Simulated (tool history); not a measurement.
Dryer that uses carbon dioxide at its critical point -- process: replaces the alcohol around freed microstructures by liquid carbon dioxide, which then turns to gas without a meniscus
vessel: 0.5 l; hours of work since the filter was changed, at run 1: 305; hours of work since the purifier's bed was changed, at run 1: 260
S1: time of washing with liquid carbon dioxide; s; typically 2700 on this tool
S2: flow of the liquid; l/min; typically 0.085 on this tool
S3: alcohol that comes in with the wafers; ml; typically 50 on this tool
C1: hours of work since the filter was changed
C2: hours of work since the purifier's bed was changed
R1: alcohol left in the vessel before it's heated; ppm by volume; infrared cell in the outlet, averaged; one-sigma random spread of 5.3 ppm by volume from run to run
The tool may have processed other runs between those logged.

| run | day | S1 | S2 | S3 | C1 | C2 | R1 |
|---|---|---|---|---|---|---|---|
| 1 | 0 | 2700 | 0.085 | 50 | 305 | 260 | 317 |
| 2 | 0.8 | 2700 | 0.1366 | 50 | 314 | 269 | 157 |
| 3 | 1.504 | 2700 | 0.1366 | 40 | 321 | 276 | 131 |
| 4 | 2 | 2700 | 0.1366 | 40 | 326 | 282 | 146 |
| 5 | 2.458 | 2700 | 0.1366 | 40 | 331 | 286 | 141 |
| 6 | 2.942 | 2700 | 0.1366 | 40 | 336 | 292 | 151 |
| 7 | 3.746 | 2700 | 0.085 | 50 | 345 | 300 | 349 |
| 8 | 4.679 | 2700 | 0.085 | 50 | 355 | 310 | 367 |
| 9 | 5.5 | 2700 | 0.085 | 50 | 364 | 319 | 371 |
| 10 | 6.067 | 2700 | 0.085 | 50 | 370 | 325 | 383 |
| 11 | 6.525 | 2700 | 0.085 | 50 | 375 | 330 | 383 |
| 12 | 7.117 | 2520 | 0.0884 | 22 | 381 | 336 | 286 |
| 13 | 7.746 | 2280 | 0.1253 | 87 | 388 | 343 | 232 |
| 14 | 8.717 | 1800 | 0.0798 | 48 | 398 | 353 | 2357 |
| 15 | 9.262 | 1800 | 0.1207 | 111 | 404 | 359 | 782 |
| 16 | 9.875 | 2700 | 0.111 | 50 | 411 | 366 | 220 |
| 17 | 10.621 | 2700 | 0.111 | 50 | 418 | 374 | 211 |
| 18 | 11.279 | 3360 | 0.1005 | 64 | 426 | 381 | 208 |
| 19 | 12.079 | 1740 | 0.0662 | 42 | 434 | 389 | 4462 |
| 20 | 13.021 | 1680 | 0.085 | 33 | 444 | 399 | 1758 |
| 21 | 13.454 | 3900 | 0.085 | 33 | 449 | 404 | 215 |

Each row is a separate what-if for the run after 21, all from the same tool condition, not one after another. Results?
| A | 13.933 | 1920 | 0.1381 | 89 | 454 | 409 | ? |
| B | 13.933 | 1680 | 0.085 | 66 | 454 | 409 | ? |
| C | 13.933 | 1680 | 0.085 | 28 | 454 | 409 | ? |

| run | R1 |
|---|---|
| A | 340 |
| B | 3352 |
| C | 1510 |
Had the tool no hidden state, the same runs would have come out as:
| run | R1 |
|---|---|
| A | 51 |
| B | 1851 |
| C | 766 |

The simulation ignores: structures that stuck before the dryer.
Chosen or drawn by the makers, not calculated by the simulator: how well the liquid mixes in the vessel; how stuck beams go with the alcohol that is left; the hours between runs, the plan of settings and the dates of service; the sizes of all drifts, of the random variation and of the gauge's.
